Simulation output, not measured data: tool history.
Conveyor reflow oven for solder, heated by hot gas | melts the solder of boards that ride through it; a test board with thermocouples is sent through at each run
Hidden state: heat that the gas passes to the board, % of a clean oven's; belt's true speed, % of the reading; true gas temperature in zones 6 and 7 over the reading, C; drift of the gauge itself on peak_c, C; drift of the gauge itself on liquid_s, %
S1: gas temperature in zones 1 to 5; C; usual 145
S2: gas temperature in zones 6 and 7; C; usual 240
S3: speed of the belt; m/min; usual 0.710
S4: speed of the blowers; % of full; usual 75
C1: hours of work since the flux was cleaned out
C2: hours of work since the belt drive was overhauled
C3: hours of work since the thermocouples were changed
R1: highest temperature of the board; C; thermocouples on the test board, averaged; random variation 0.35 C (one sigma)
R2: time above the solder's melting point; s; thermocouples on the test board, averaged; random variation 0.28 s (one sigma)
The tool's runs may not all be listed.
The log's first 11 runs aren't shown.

run   hour   S1   S2     S3  S4   C1   C2   C3     R1    R2
 12   91.6  145  241  0.710  75  137   78  195  222.7  49.4
 13   97.3  145  228  0.710  75  142   82  199  212.0  43.0
 14  108.1  145  228  0.710  75  149   90  207  211.9  42.6
 15  114.3  145  228  0.710  75  154   94  211  212.1  42.4
 16  120.0  145  228  0.710  75  158   98  215  211.9  42.9
 17  126.8  145  240  0.766  56  163  103  220  213.0  38.6
 18  132.6  145  240  0.766  56  167  108  225  212.2  38.6
 19  143.3  145  252  0.830  71  175  116  233  224.8  42.0
     150.0  -- flux residue cleaned out of gas plates and filters
 20  160.2  145  247  0.710  73    7  124  241  226.1  50.9
 21  165.3  145  247  0.710  73   11  128  245  226.2  50.1
 22  171.6  145  247  0.710  73   16  133  250  226.7  50.8
 23  181.8  132  240  0.653  62   23  140  257  217.9  46.0
 24  187.8  149  228  0.670  75   28  145  262  213.5  48.3
 25  197.2  135  249  0.754  78   35  152  268  225.5  45.0
 26  204.3  135  249  0.754  78   40  157  274  225.3  44.7
 27  215.8  150  233  0.788  67   48  165  282  210.5  38.1
     223.3  -- flux residue cleaned out of gas plates and filters, once more
 28  231.8  145  247  0.600  75    6  173  290  234.2  64.2
 29  239.4  156  252  0.607  65   12  179  296  238.1  68.3
 30  247.8  142  232  0.848  75   18  185  302  209.2  32.2

5 ways to go on from here, each from the tool as it stands after run 30. What would each give?
  A  253.1  154  232  0.848  60  22  189  306   ?   ?
  B  253.1  142  246  0.848  75  22  189  306   ?   ?
  C  253.1  158  248  0.848  75  22  189  306   ?   ?
  D  253.1  142  252  0.848  75  22  189  306   ?   ?
  E  253.1  143  233  0.666  75  22  189  306   ?   ?

run     R1    R2
  A  207.8  33.2
  B  221.2  38.5
  C  225.4  45.3
  D  225.2  40.8
  E  218.6  49.3
Without the tool's hidden state the same runs would have given:
run     R1    R2
  A  207.3  32.8
  B  220.6  38.2
  C  224.9  45.0
  D  224.7  40.6
  E  217.9  48.9

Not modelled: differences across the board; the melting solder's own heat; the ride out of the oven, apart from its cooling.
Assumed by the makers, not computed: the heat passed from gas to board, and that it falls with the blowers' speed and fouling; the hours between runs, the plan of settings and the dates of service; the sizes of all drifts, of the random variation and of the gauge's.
